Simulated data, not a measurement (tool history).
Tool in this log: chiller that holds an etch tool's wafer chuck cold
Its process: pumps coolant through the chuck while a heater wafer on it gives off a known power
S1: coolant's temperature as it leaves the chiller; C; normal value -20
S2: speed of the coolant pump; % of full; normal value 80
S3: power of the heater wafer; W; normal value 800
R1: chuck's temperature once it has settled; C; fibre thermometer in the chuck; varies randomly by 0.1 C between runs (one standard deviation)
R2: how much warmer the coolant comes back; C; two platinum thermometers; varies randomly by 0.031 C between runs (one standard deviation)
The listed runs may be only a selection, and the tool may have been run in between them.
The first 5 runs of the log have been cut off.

run 6 hour=197.8 | S1=-20 S2=80 S3=800 | R1=-11.9 R2=1.94
run 7 hour=260.2 | S1=-20 S2=80 S3=405 | R1=-15.7 R2=0.95
run 8 hour=321.5 | S1=-20 S2=80 S3=405 | R1=-15.9 R2=1
run 9 hour=368.4 | S1=-20 S2=80 S3=405 | R1=-15.8 R2=1.01
run 10 hour=400.6 | S1=-20 S2=80 S3=800 | R1=-11.8 R2=1.92
run 11 hour=463.3 | S1=-20 S2=80 S3=800 | R1=-11.8 R2=1.94
run 12 hour=523.1 | S1=-20 S2=80 S3=800 | R1=-12 R2=1.89
run 13 hour=582.5 | S1=-20 S2=80 S3=800 | R1=-11.6 R2=1.9
run 14 hour=616.2 | S1=-20 S2=80 S3=800 | R1=-11.8 R2=1.98
run 15 hour=679.2 | S1=-20 S2=80 S3=800 | R1=-11.6 R2=1.95
run 16 hour=721.2 | S1=-20 S2=80 S3=800 | R1=-11.6 R2=1.89
run 17 hour=771.9 | S1=-14 S2=94 S3=481 | R1=-9.3 R2=0.99
run 18 hour=824.4 | S1=-23 S2=64 S3=481 | R1=-16.8 R2=1.47
run 19 hour=870.6 | S1=-11 S2=72 S3=1142 | R1=1.7 R2=3.07
run 20 hour=931 | S1=-24 S2=72 S3=1111 | R1=-11.8 R2=3.03
run 21 hour=964.3 | S1=-30 S2=78 S3=836 | R1=-20.9 R2=2.1
run 22 hour=992.5 | S1=-14 S2=61 S3=800 | R1=-4 R2=2.59
run 23 hour=1054.4 | S1=-12 S2=80 S3=514 | R1=-6.6 R2=1.31
run 24 hour=1104.8 | S1=-28 S2=84 S3=1088 | R1=-17 R2=2.53
run 25 hour=1160.7 | S1=-28 S2=84 S3=1088 | R1=-16.9 R2=2.53
run 26 hour=1189.9 | S1=-12 S2=80 S3=1088 | R1=-0.6 R2=2.64
run 27 hour=1230.9 | S1=-12 S2=80 S3=1088 | R1=-0.5 R2=2.64
run 28 hour=1286.1 | S1=-20 S2=66 S3=463 | R1=-14.1 R2=1.4
run 29 hour=1350.4 | S1=-18 S2=73 S3=463 | R1=-12.4 R2=1.26

For run 30, what comes out?
run 30 hour=1396.8 | S1=-16 S2=73 S3=496 | R1=? R2=?

{"run 30": {"R1": -10.1, "R2": 1.34}}
With the hidden condition absent and the run-to-run variation left alone, this run would have shown R1 -11.4 C, R2 1.27 C.
